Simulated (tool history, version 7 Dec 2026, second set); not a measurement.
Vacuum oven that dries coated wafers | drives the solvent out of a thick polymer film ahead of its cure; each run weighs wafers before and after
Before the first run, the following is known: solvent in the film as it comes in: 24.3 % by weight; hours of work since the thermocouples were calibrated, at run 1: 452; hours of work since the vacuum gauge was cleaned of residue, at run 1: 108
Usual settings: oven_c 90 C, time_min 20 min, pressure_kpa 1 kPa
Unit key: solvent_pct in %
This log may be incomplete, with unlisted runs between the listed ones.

| run | day | oven_c | time_min | pressure_kpa | hours of work since the thermocouples were calibrated | hours of work since the vacuum gauge was cleaned of residue | solvent_pct |
|---|---|---|---|---|---|---|---|
| 1 | 0 | 90 | 20 | 1 | 452 | 108 | 2.85 |
| 2 | 0.904 | 90 | 20 | 1 | 464 | 120 | 2.95 |
| 3 | 1.65 | 90 | 20 | 0.67 | 473 | 129 | 2.54 |
| 4 | 2.142 | 90 | 20 | 0.67 | 480 | 136 | 2.6 |
| 5 | 2.679 | 90 | 32 | 1 | 487 | 143 | 1.5 |
| 6 | 3.512 | 90 | 32 | 1 | 497 | 153 | 1.51 |
| 7 | 4.254 | 90 | 32 | 1 | 507 | 163 | 1.44 |
| 8 | 5.208 | 90 | 32 | 1 | 519 | 175 | 1.54 |
| 9 | 6.021 | 90 | 32 | 1 | 529 | 185 | 1.51 |
| 10 | 7.008 | 90 | 32 | 1 | 542 | 198 | 1.5 |
| 11 | 7.575 | 90 | 20 | 1 | 549 | 205 | 2.95 |
| 12 | 8.421 | 90 | 33 | 1 | 560 | 216 | 1.47 |
| 13 | 9.404 | 90 | 20 | 0.7 | 572 | 228 | 2.65 |
| 14 | 10.408 | 90 | 20 | 3.23 | 585 | 241 | 4.95 |
| 15 | 11.146 | 90 | 20 | 3.23 | 595 | 251 | 5.04 |
| 16 | 11.654 | 89 | 20 | 1 | 601 | 257 | 3.37 |
| 17 | 12.221 | 83 | 25 | 0.64 | 608 | 264 | 4.26 |
| 18 | 13.092 | 83 | 25 | 1.45 | 619 | 275 | 5.21 |
| 19 | 14.054 | 76 | 18 | 1.02 | 632 | 288 | 10.43 |
| 20 | 14.712 | 87 | 18 | 2.32 | 640 | 296 | 6.07 |
| 21 | 15.692 | 88 | 24 | 1.85 | 653 | 309 | 3.76 |
|  | 16.104 | oven's thermocouples calibrated |
| 22 | 16.558 | 88 | 16 | 0.8 | 6 | 319 | 4.22 |
| 23 | 17.338 | 90 | 12 | 1.56 | 16 | 329 | 5.75 |
| 24 | 18.212 | 83 | 21 | 0.63 | 27 | 340 | 4.72 |
| 25 | 18.871 | 93 | 21 | 0.63 | 35 | 348 | 1.49 |
| 26 | 19.992 | 93 | 21 | 0.63 | 50 | 362 | 1.5 |
| 27 | 20.596 | 97 | 20 | 1.66 | 57 | 370 | 1.77 |
| 28 | 21.538 | 83 | 20 | 2.1 | 69 | 382 | 6.64 |

Alternative continuations, all from the tool just after run 28; predict every row:
| A | 22.396 | 83 | 20 | 2.02 | 80 | 393 | ? |
| B | 22.396 | 81 | 29 | 1 | 80 | 393 | ? |
| C | 22.396 | 77 | 27 | 1 | 80 | 393 | ? |

| run | solvent_pct |
|---|---|
| A | 6.59 |
| B | 4.34 |
| C | 6.6 |
With no hidden state in the tool, these same runs would have given:
| run | solvent_pct |
|---|---|
| A | 6.35 |
| B | 4.07 |
| C | 6.31 |

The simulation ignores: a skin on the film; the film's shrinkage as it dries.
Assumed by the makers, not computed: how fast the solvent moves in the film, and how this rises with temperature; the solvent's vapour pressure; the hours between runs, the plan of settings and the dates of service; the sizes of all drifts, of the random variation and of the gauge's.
